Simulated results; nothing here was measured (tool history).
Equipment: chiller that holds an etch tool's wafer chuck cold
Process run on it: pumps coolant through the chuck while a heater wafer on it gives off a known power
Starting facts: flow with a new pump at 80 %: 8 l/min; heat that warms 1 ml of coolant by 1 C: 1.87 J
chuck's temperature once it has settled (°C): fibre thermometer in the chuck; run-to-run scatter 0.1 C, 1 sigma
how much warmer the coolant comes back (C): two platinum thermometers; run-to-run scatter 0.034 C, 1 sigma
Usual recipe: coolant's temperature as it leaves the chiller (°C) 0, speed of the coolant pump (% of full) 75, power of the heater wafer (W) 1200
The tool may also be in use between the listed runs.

| run | hour | coolant's temperature as it leaves the chiller (°C) | speed of the coolant pump (% of full) | power of the heater wafer (W) | chuck's temperature once it has settled (°C) | how much warmer the coolant comes back (C) |
|---|---|---|---|---|---|---|
| 1 | 0 | 0 | 75 | 1200 | 11.8 | 5.16 |
| 2 | 49.8 | 0 | 63 | 1200 | 14.2 | 6.33 |
| 3 | 91.7 | 0 | 63 | 1200 | 14.2 | 6.36 |
| 4 | 149 | 0 | 75 | 774 | 7.8 | 3.4 |
| 5 | 198.9 | 0 | 75 | 774 | 7.8 | 3.33 |
| 6 | 259.6 | -5 | 75 | 1200 | 6.8 | 5.21 |
| 7 | 309.6 | -5 | 75 | 1200 | 7.1 | 5.23 |
| 8 | 357.6 | -5 | 75 | 1200 | 6.9 | 5.19 |
| 9 | 401.8 | 7 | 75 | 713 | 14.1 | 3.09 |
| 10 | 461.4 | 2 | 75 | 838 | 10.4 | 3.64 |
| 11 | 491.3 | -6 | 75 | 1440 | 8.6 | 6.18 |
| 12 | 546.9 | 0 | 75 | 965 | 9.6 | 4.23 |
| 13 | 605.9 | 3 | 89 | 1553 | 15.8 | 5.56 |
| 14 | 646.5 | 3 | 73 | 889 | 12.3 | 3.99 |
| 15 | 679 | 3 | 73 | 889 | 11.9 | 4 |

Each row is a separate what-if for the run after 15, all from the same tool condition, not one after another. Results?
| A | 745.6 | 6 | 75 | 1200 | ? | ? |
| B | 745.6 | 4 | 83 | 849 | ? | ? |
| C | 745.6 | 9 | 82 | 889 | ? | ? |
| D | 745.6 | 4 | 62 | 1216 | ? | ? |

| run | chuck's temperature once it has settled (°C) | how much warmer the coolant comes back (C) |
|---|---|---|
| A | 18 | 5.21 |
| B | 11.7 | 3.25 |
| C | 17.2 | 3.47 |
| D | 18.8 | 6.49 |
The same runs, with their run-to-run variation unchanged, on a tool lacking any hidden condition would have given:
| run | chuck's temperature once it has settled (°C) | how much warmer the coolant comes back (C) |
|---|---|---|
| A | 17.9 | 5.21 |
| B | 11.7 | 3.25 |
| C | 17.1 | 3.47 |
| D | 18.7 | 6.49 |
